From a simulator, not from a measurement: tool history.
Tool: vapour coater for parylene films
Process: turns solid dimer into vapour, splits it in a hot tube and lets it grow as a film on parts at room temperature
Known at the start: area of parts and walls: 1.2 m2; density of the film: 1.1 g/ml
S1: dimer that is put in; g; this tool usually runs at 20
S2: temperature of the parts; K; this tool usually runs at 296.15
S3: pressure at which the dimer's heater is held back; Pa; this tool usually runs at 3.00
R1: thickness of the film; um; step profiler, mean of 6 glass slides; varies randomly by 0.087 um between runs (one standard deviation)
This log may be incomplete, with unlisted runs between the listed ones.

run   hour  S1      S2     S3     R1
  1    0.0  20  296.15   3.00  10.94
  2   10.5  20  296.15   3.00  11.03
  3   19.9  20  296.15  11.57  10.20
  4   30.4  20  290.15  11.57  13.73
      45.8  -- trap's valve overhauled
  5   49.7  20  290.15  11.57  14.35
  6   59.7  20  290.15  11.57  14.32
  7   69.1  32  296.15   3.00  18.14
  8   86.1  32  296.15   3.00  18.13
  9   98.8  32  296.15   3.00  18.16
 10  112.3  32  296.15   3.00  17.85
 11  129.9  32  296.15   3.00  17.75
 12  137.4  32  296.15   3.00  17.97
 13  149.8  32  296.15   3.00  17.93
 14  160.2  20  296.15   3.00  11.10
 15  170.7  20  296.15   3.00  11.19
 16  178.9  36  301.15   3.00  15.38
 17  195.5  16  289.15   2.34  11.68
 18  213.3  16  290.15  10.56  11.08
 19  225.6  26  302.15   6.56  10.18
 20  237.9   8  299.15   4.97   3.69
 21  254.7  17  289.15   7.28  12.16
 22  268.6  17  289.15   7.28  12.19
 23  283.0  10  302.15   7.03   3.87
 24  293.0  10  302.15   5.76   3.99
 25  310.9  14  291.15   4.47   9.42
 26  325.4  30  296.15   3.02  16.26
 27  338.9  18  293.15  10.97  10.55
     352.5  -- trap's valve overhauled
 28  357.4  18  293.15  10.97  10.96
 29  375.2  11  303.15   4.37   4.28

Predict each of these 4 candidate next runs independently; none follows another, all start after run 29:
  A  387.0  11  296.15  10.63   ?
  B  387.0  21  303.15   3.00   ?
  C  387.0  20  296.15   2.35   ?
  D  387.0  25  303.15   4.37   ?

run     R1
  A   5.78
  B   8.28
  C  11.23
  D   9.70
With no hidden state in the tool, these same runs would have given:
run     R1
  A   5.99
  B   8.59
  C  11.65
  D  10.06
